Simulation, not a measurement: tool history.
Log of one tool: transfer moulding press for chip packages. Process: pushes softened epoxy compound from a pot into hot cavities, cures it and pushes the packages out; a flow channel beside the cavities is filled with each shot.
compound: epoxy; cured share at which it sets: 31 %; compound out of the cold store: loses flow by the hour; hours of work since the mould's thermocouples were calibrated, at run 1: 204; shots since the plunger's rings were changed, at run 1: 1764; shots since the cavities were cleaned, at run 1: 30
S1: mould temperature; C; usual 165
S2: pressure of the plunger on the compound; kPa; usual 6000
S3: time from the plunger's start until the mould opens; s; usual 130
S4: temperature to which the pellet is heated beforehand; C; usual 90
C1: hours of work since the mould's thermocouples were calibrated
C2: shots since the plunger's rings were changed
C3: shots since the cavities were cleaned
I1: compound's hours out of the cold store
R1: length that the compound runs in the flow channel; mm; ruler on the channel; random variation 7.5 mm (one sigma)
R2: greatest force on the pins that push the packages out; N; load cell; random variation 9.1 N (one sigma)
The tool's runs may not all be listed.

run 1 hour=0 | S1=165 S2=6000 S3=130 S4=90 | C1=204 C2=1764 C3=30 | I1=20.5 | R1=825 R2=388
run 2 hour=14.2 | S1=165 S2=6000 S3=130 S4=90 | C1=210 C2=1849 C3=115 | I1=40.8 | R1=738 R2=390
run 3 hour=30.4 | S1=165 S2=6000 S3=130 S4=90 | C1=217 C2=1946 C3=212 | I1=9.1 | R1=876 R2=415
run 4 hour=48.3 | S1=173 S2=6000 S3=130 S4=90 | C1=224 C2=2052 C3=318 | I1=33.7 | R1=741 R2=306
run 5 hour=57.1 | S1=173 S2=6000 S3=130 S4=90 | C1=228 C2=2105 C3=371 | I1=19.2 | R1=785 R2=296
run 6 hour=70.4 | S1=173 S2=6000 S3=130 S4=90 | C1=233 C2=2184 C3=450 | I1=19.5 | R1=774 R2=302
run 7 hour=80.4 | S1=173 S2=6000 S3=148 S4=90 | C1=238 C2=2244 C3=510 | I1=30.1 | R1=750 R2=303
run 8 hour=88.5 | S1=173 S2=6000 S3=148 S4=90 | C1=241 C2=2292 C3=558 | I1=14 | R1=810 R2=307
-- hour=101.5 cavities cleaned with cleaning compound and waxed
run 9 hour=101.7 | S1=173 S2=6000 S3=148 S4=90 | C1=246 C2=2362 C3=1 | I1=26.8 | R1=764 R2=301
run 10 hour=117 | S1=173 S2=6000 S3=148 S4=90 | C1=252 C2=2454 C3=93 | I1=12 | R1=829 R2=294
run 11 hour=129.7 | S1=165 S2=6000 S3=130 S4=90 | C1=258 C2=2529 C3=168 | I1=15 | R1=849 R2=403
run 12 hour=147 | S1=165 S2=6000 S3=130 S4=90 | C1=265 C2=2632 C3=271 | I1=26.3 | R1=799 R2=394
run 13 hour=163.5 | S1=165 S2=6000 S3=130 S4=90 | C1=272 C2=2731 C3=370 | I1=12.2 | R1=850 R2=418
run 14 hour=175 | S1=165 S2=6000 S3=130 S4=90 | C1=277 C2=2799 C3=438 | I1=20.1 | R1=830 R2=393
run 15 hour=190 | S1=165 S2=6000 S3=130 S4=90 | C1=283 C2=2889 C3=528 | I1=15.9 | R1=839 R2=405
-- hour=208.3 cavities cleaned with cleaning compound and waxed
run 16 hour=208.7 | S1=165 S2=6900 S3=157 S4=90 | C1=290 C2=2992 C3=3 | I1=27.9 | R1=860 R2=320
run 17 hour=221.8 | S1=169 S2=4580 S3=153 S4=97 | C1=296 C2=3070 C3=81 | I1=40.2 | R1=639 R2=290
run 18 hour=233.3 | S1=172 S2=7440 S3=130 S4=87 | C1=300 C2=3139 C3=150 | I1=16.1 | R1=906 R2=302
run 19 hour=249.1 | S1=172 S2=7440 S3=130 S4=87 | C1=307 C2=3233 C3=244 | I1=38.1 | R1=820 R2=312
run 20 hour=266 | S1=172 S2=7440 S3=130 S4=80 | C1=314 C2=3334 C3=345 | I1=12.6 | R1=936 R2=309
run 21 hour=274.6 | S1=172 S2=7440 S3=130 S4=80 | C1=318 C2=3385 C3=396 | I1=8.8 | R1=961 R2=304
run 22 hour=285.2 | S1=160 S2=4900 S3=145 S4=90 | C1=322 C2=3448 C3=459 | I1=15 | R1=799 R2=490
run 23 hour=296 | S1=160 S2=5130 S3=145 S4=99 | C1=327 C2=3512 C3=523 | I1=13.3 | R1=811 R2=483
run 24 hour=313 | S1=160 S2=5130 S3=145 S4=99 | C1=334 C2=3614 C3=625 | I1=33.4 | R1=726 R2=423
-- hour=315.9 cavities cleaned with cleaning compound and waxed
run 25 hour=330 | S1=166 S2=7030 S3=141 S4=91 | C1=340 C2=3706 C3=84 | I1=10.6 | R1=928 R2=348
run 26 hour=338.4 | S1=165 S2=6000 S3=146 S4=90 | C1=344 C2=3756 C3=134 | I1=23.4 | R1=806 R2=347
-- hour=349.9 mould's thermocouples calibrated
run 27 hour=353.2 | S1=161 S2=5600 S3=146 S4=82 | C1=1 C2=3833 C3=211 | I1=38 | R1=744 R2=429
run 28 hour=361.9 | S1=161 S2=5600 S3=146 S4=82 | C1=5 C2=3885 C3=263 | I1=17.4 | R1=828 R2=432
run 29 hour=375.6 | S1=163 S2=6590 S3=150 S4=90 | C1=11 C2=3966 C3=344 | I1=34.5 | R1=811 R2=371

Forecast each of these 3 alternatives for the next run:
run A hour=391.5 | S1=163 S2=6590 S3=125 S4=90 | C1=17 C2=4062 C3=440 | I1=21.4 | R1=? R2=?
run B hour=391.5 | S1=166 S2=6450 S3=137 S4=90 | C1=17 C2=4062 C3=440 | I1=37.3 | R1=? R2=?
run C hour=391.5 | S1=169 S2=6000 S3=122 S4=90 | C1=17 C2=4062 C3=440 | I1=37.8 | R1=? R2=?

run=A R1=869 R2=504
run=B R1=790 R2=345
run=C R1=735 R2=341
Without the tool's hidden state the same runs would have given:
run=A R1=869 R2=501
run=B R1=790 R2=343
run=C R1=736 R2=339
